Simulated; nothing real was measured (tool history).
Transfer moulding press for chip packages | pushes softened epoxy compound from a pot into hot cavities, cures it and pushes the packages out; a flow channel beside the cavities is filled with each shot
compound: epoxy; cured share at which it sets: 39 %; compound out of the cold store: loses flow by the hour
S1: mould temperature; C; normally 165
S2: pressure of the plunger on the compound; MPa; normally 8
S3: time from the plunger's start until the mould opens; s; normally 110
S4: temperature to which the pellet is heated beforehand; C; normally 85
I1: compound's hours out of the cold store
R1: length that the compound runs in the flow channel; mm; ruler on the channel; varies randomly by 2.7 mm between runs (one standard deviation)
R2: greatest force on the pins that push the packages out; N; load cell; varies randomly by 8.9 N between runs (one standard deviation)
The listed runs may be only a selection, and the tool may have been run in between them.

run 1 hour=0 | S1=165 S2=8 S3=110 S4=85 | I1=22.6 | R1=688 R2=528
-- hour=10.9 plunger's sealing rings changed
run 2 hour=13.7 | S1=160 S2=8 S3=110 S4=85 | I1=35.6 | R1=698 R2=653
run 3 hour=20.5 | S1=166 S2=8 S3=110 S4=85 | I1=30.9 | R1=698 R2=529
run 4 hour=27 | S1=165 S2=8 S3=110 S4=81 | I1=45 | R1=667 R2=572
run 5 hour=41.1 | S1=165 S2=8 S3=107 S4=85 | I1=34 | R1=693 R2=581
run 6 hour=49.1 | S1=165 S2=8 S3=107 S4=85 | I1=43 | R1=673 R2=618
run 7 hour=55.5 | S1=165 S2=8 S3=107 S4=85 | I1=34.3 | R1=693 R2=638
-- hour=62.1 cavities cleaned with cleaning compound and waxed
run 8 hour=63.6 | S1=165 S2=8 S3=107 S4=85 | I1=30.4 | R1=701 R2=416
run 9 hour=71.9 | S1=165 S2=8 S3=107 S4=85 | I1=20.7 | R1=727 R2=440
run 10 hour=86.3 | S1=165 S2=8 S3=107 S4=85 | I1=22.8 | R1=718 R2=497
run 11 hour=99.4 | S1=164 S2=8 S3=110 S4=85 | I1=18.1 | R1=738 R2=508
run 12 hour=114.6 | S1=164 S2=8 S3=110 S4=85 | I1=11.7 | R1=752 R2=582
run 13 hour=130 | S1=164 S2=8 S3=110 S4=85 | I1=40.6 | R1=670 R2=588
run 14 hour=137.6 | S1=167 S2=8 S3=110 S4=85 | I1=38.6 | R1=674 R2=599
-- hour=147.3 cavities cleaned with cleaning compound and waxed
run 15 hour=152.4 | S1=170 S2=8 S3=110 S4=83 | I1=45.6 | R1=656 R2=386
run 16 hour=162.6 | S1=162 S2=6.99 S3=115 S4=77 | I1=21.9 | R1=676 R2=485
run 17 hour=177.3 | S1=162 S2=6.99 S3=115 S4=77 | I1=12 | R1=702 R2=537
run 18 hour=183.9 | S1=165 S2=7.46 S3=110 S4=90 | I1=32.3 | R1=663 R2=509
run 19 hour=193.1 | S1=162 S2=8 S3=110 S4=85 | I1=37.6 | R1=684 R2=573
run 20 hour=203.3 | S1=162 S2=9.58 S3=93 S4=82 | I1=15.9 | R1=809 R2=840
run 21 hour=213.3 | S1=170 S2=8.65 S3=105 S4=78 | I1=43.4 | R1=681 R2=546
run 22 hour=228.9 | S1=170 S2=8.65 S3=105 S4=78 | I1=14.9 | R1=757 R2=583
-- hour=232.7 cavities cleaned with cleaning compound and waxed
run 23 hour=244.8 | S1=162 S2=7.97 S3=105 S4=78 | I1=28.1 | R1=704 R2=501
run 24 hour=256.5 | S1=162 S2=7.97 S3=105 S4=78 | I1=36.5 | R1=685 R2=553
run 25 hour=266.9 | S1=165 S2=9.93 S3=110 S4=76 | I1=29.7 | R1=769 R2=501
run 26 hour=281.4 | S1=165 S2=8 S3=115 S4=85 | I1=42 | R1=665 R2=546
run 27 hour=291.9 | S1=173 S2=8 S3=93 S4=85 | I1=31 | R1=676 R2=551
run 28 hour=302.2 | S1=171 S2=6.38 S3=125 S4=77 | I1=45.6 | R1=577 R2=547

The logged runs with the hidden state left out (each run's random variation unchanged):
The tool's hidden condition here consists of: true mould temperature over the reading, C; pressure that reaches the compound, % of what is set; grip of the stained cavities, % over clean ones'; drift of the gauge itself on flow_mm, %; drift of the gauge itself on push_out_n, %.
run=1 R1=725 R2=418
run=2 R1=699 R2=494
run=3 R1=700 R2=384
run=4 R1=670 R2=405
run=5 R1=696 R2=392
run=6 R1=677 R2=409
run=7 R1=697 R2=414
run=8 R1=706 R2=411
run=9 R1=732 R2=402
run=10 R1=724 R2=409
run=11 R1=745 R2=389
run=12 R1=760 R2=416
run=13 R1=678 R2=396
run=14 R1=683 R2=394
run=15 R1=665 R2=366
run=16 R1=686 R2=430
run=17 R1=713 R2=432
run=18 R1=673 R2=391
run=19 R1=696 R2=426
run=20 R1=823 R2=616
run=21 R1=693 R2=370
run=22 R1=772 R2=378
run=23 R1=718 R2=463
run=24 R1=700 R2=467
run=25 R1=786 R2=390
run=26 R1=681 R2=395
run=27 R1=693 R2=380
run=28 R1=592 R2=363
